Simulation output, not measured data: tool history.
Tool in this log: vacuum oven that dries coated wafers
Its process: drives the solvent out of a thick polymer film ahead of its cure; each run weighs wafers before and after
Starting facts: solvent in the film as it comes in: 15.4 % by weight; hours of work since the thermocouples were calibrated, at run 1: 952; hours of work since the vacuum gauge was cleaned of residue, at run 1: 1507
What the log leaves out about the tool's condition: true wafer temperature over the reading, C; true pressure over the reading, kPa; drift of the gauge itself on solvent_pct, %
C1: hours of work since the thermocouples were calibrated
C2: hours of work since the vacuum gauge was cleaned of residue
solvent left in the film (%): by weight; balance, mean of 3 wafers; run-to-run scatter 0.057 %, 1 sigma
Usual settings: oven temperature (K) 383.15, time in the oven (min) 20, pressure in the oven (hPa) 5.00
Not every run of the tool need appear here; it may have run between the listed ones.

{"run": 1, "hour": 0.0, "oven temperature (K)": 383.15, "time in the oven (min)": 20, "pressure in the oven (hPa)": 5.0, "C1": 952, "C2": 1507, "solvent left in the film (%)": 3.95}
{"run": 2, "hour": 32.8, "oven temperature (K)": 383.15, "time in the oven (min)": 20, "pressure in the oven (hPa)": 5.0, "C1": 971, "C2": 1526, "solvent left in the film (%)": 4.13}
{"run": 3, "hour": 75.1, "oven temperature (K)": 393.15, "time in the oven (min)": 20, "pressure in the oven (hPa)": 5.0, "C1": 995, "C2": 1550, "solvent left in the film (%)": 1.76}
{"run": 4, "hour": 142.8, "oven temperature (K)": 383.15, "time in the oven (min)": 19, "pressure in the oven (hPa)": 5.0, "C1": 1033, "C2": 1588, "solvent left in the film (%)": 4.24}
{"run": 5, "hour": 177.0, "oven temperature (K)": 394.15, "time in the oven (min)": 20, "pressure in the oven (hPa)": 5.0, "C1": 1052, "C2": 1608, "solvent left in the film (%)": 1.67}
{"run": 6, "hour": 225.0, "oven temperature (K)": 394.15, "time in the oven (min)": 20, "pressure in the oven (hPa)": 5.0, "C1": 1080, "C2": 1635, "solvent left in the film (%)": 1.7}
{"run": 7, "hour": 263.9, "oven temperature (K)": 394.15, "time in the oven (min)": 20, "pressure in the oven (hPa)": 5.0, "C1": 1102, "C2": 1657, "solvent left in the film (%)": 1.71}
{"hour": 281.7, "done": "oven's thermocouples calibrated"}
{"run": 8, "hour": 310.3, "oven temperature (K)": 383.15, "time in the oven (min)": 19, "pressure in the oven (hPa)": 5.0, "C1": 16, "C2": 1682, "solvent left in the film (%)": 4.55}
{"hour": 363.6, "done": "vacuum gauge cleaned of residue and calibrated"}
{"run": 9, "hour": 369.1, "oven temperature (K)": 383.15, "time in the oven (min)": 20, "pressure in the oven (hPa)": 5.0, "C1": 49, "C2": 3, "solvent left in the film (%)": 3.61}
{"hour": 426.3, "done": "oven's thermocouples calibrated, once more"}
{"run": 10, "hour": 445.3, "oven temperature (K)": 383.15, "time in the oven (min)": 20, "pressure in the oven (hPa)": 5.0, "C1": 11, "C2": 45, "solvent left in the film (%)": 2.83}
{"run": 11, "hour": 522.2, "oven temperature (K)": 396.15, "time in the oven (min)": 20, "pressure in the oven (hPa)": 12.75, "C1": 54, "C2": 89, "solvent left in the film (%)": 1.37}
{"run": 12, "hour": 561.4, "oven temperature (K)": 382.15, "time in the oven (min)": 21, "pressure in the oven (hPa)": 11.51, "C1": 77, "C2": 111, "solvent left in the film (%)": 3.73}
{"run": 13, "hour": 625.3, "oven temperature (K)": 382.15, "time in the oven (min)": 21, "pressure in the oven (hPa)": 11.51, "C1": 113, "C2": 147, "solvent left in the film (%)": 3.8}
{"run": 14, "hour": 678.1, "oven temperature (K)": 383.15, "time in the oven (min)": 26, "pressure in the oven (hPa)": 5.0, "C1": 143, "C2": 177, "solvent left in the film (%)": 2.14}
{"run": 15, "hour": 729.6, "oven temperature (K)": 383.15, "time in the oven (min)": 26, "pressure in the oven (hPa)": 5.0, "C1": 172, "C2": 206, "solvent left in the film (%)": 2.06}
{"run": 16, "hour": 804.6, "oven temperature (K)": 383.15, "time in the oven (min)": 26, "pressure in the oven (hPa)": 5.0, "C1": 215, "C2": 249, "solvent left in the film (%)": 2.07}
{"run": 17, "hour": 865.3, "oven temperature (K)": 376.15, "time in the oven (min)": 26, "pressure in the oven (hPa)": 5.0, "C1": 249, "C2": 283, "solvent left in the film (%)": 3.98}
{"run": 18, "hour": 906.1, "oven temperature (K)": 379.15, "time in the oven (min)": 15, "pressure in the oven (hPa)": 2.8, "C1": 272, "C2": 307, "solvent left in the film (%)": 5.15}

What if the next run were any one of these 3? Each begins from the tool's condition after run 18:
{"run": "A", "hour": 983.9, "oven temperature (K)": 393.15, "time in the oven (min)": 12, "pressure in the oven (hPa)": 3.77, "C1": 316, "C2": 351, "solvent left in the film (%)": "?"}
{"run": "B", "hour": 983.9, "oven temperature (K)": 390.15, "time in the oven (min)": 25, "pressure in the oven (hPa)": 12.81, "C1": 316, "C2": 351, "solvent left in the film (%)": "?"}
{"run": "C", "hour": 983.9, "oven temperature (K)": 379.15, "time in the oven (min)": 34, "pressure in the oven (hPa)": 2.8, "C1": 316, "C2": 351, "solvent left in the film (%)": "?"}

run=A solvent_left_in_the_film_(%)=2.28
run=B solvent_left_in_the_film_(%)=2.03
run=C solvent_left_in_the_film_(%)=2.06
With no hidden state in the tool, these same runs would have given:
run=A solvent_left_in_the_film_(%)=2.03
run=B solvent_left_in_the_film_(%)=1.79
run=C solvent_left_in_the_film_(%)=1.72
